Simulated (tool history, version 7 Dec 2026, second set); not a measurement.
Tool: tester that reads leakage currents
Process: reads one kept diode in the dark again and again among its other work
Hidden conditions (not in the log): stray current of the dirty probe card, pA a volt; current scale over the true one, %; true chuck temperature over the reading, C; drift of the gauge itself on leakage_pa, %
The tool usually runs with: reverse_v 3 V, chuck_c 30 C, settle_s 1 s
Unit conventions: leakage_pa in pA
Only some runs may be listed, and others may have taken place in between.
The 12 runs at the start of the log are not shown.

run,hour,reverse_v,chuck_c,settle_s,hours of work since the probe card was cleaned,hours of work since the tester was calibrated,hours of work since the chuck was calibrated,leakage_pa
13,1238.4,3,30,1,998,864,1460,18.25
14,1383.6,3,30,1,1074,941,1536,18.21
15,1493.4,3,30,1.78,1132,999,1594,17.89
16,1633.4,3,30,1.78,1206,1072,1667,17.82
17,1755.4,3,30,1.78,1270,1136,1731,17.72
# hour 1769.9: probe card cleaned and baked
18,1915.3,3,30,1.78,76,1219,1814,16.85
19,2006.2,3,30,1.78,124,1267,1862,16.93
20,2139.5,3,30,1.78,194,1337,1932,16.83
21,2280.7,3,39,0.55,269,1411,2006,34.33

Estimate the outcome of run 22 from the log above:
22,2405.9,3,39,0.55,334,1477,2072,?

{"run 22": {"leakage_pa": 34.14}}
On a tool with no hidden condition, and with the same random variation, this run would have come out at leakage_pa 39.79 pA.

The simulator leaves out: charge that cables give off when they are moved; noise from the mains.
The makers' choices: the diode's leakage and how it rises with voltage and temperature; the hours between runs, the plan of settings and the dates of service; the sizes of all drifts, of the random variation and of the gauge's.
